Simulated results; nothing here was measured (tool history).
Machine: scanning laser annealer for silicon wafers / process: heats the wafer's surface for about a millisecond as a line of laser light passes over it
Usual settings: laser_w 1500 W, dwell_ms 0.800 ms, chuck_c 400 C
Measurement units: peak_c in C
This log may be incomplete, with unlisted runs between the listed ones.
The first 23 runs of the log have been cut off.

{"run": 24, "hour": 938.1, "laser_w": 1333, "dwell_ms": 0.917, "chuck_c": 400, "peak_c": 1111}
{"run": 25, "hour": 984.2, "laser_w": 1303, "dwell_ms": 0.596, "chuck_c": 425, "peak_c": 994}
{"run": 26, "hour": 1034.1, "laser_w": 1282, "dwell_ms": 0.989, "chuck_c": 400, "peak_c": 1098}
{"run": 27, "hour": 1075.0, "laser_w": 1458, "dwell_ms": 0.8, "chuck_c": 400, "peak_c": 1135}
{"run": 28, "hour": 1108.3, "laser_w": 1598, "dwell_ms": 0.802, "chuck_c": 400, "peak_c": 1212}
{"run": 29, "hour": 1133.4, "laser_w": 1467, "dwell_ms": 0.9, "chuck_c": 385, "peak_c": 1165}
{"run": 30, "hour": 1183.4, "laser_w": 1467, "dwell_ms": 0.9, "chuck_c": 385, "peak_c": 1158}
{"run": 31, "hour": 1236.5, "laser_w": 1360, "dwell_ms": 0.9, "chuck_c": 412, "peak_c": 1118}
{"run": 32, "hour": 1278.2, "laser_w": 1452, "dwell_ms": 0.675, "chuck_c": 417, "peak_c": 1087}
{"run": 33, "hour": 1302.0, "laser_w": 1489, "dwell_ms": 0.8, "chuck_c": 400, "peak_c": 1143}
{"run": 34, "hour": 1351.8, "laser_w": 1500, "dwell_ms": 0.8, "chuck_c": 391, "peak_c": 1140}
{"run": 35, "hour": 1399.5, "laser_w": 1500, "dwell_ms": 0.681, "chuck_c": 364, "peak_c": 1055}

Run 36 has not been measured yet. What should we expect?
{"hour": 1438.8, "done": "window over the wafer cleaned"}
{"run": 36, "hour": 1443.3, "laser_w": 1500, "dwell_ms": 0.681, "chuck_c": 364, "peak_c": "?"}

Run 36 gave peak_c 1075 C.
On a tool with no hidden condition, and with the same random variation, this run would have come out at peak_c 1090 C.

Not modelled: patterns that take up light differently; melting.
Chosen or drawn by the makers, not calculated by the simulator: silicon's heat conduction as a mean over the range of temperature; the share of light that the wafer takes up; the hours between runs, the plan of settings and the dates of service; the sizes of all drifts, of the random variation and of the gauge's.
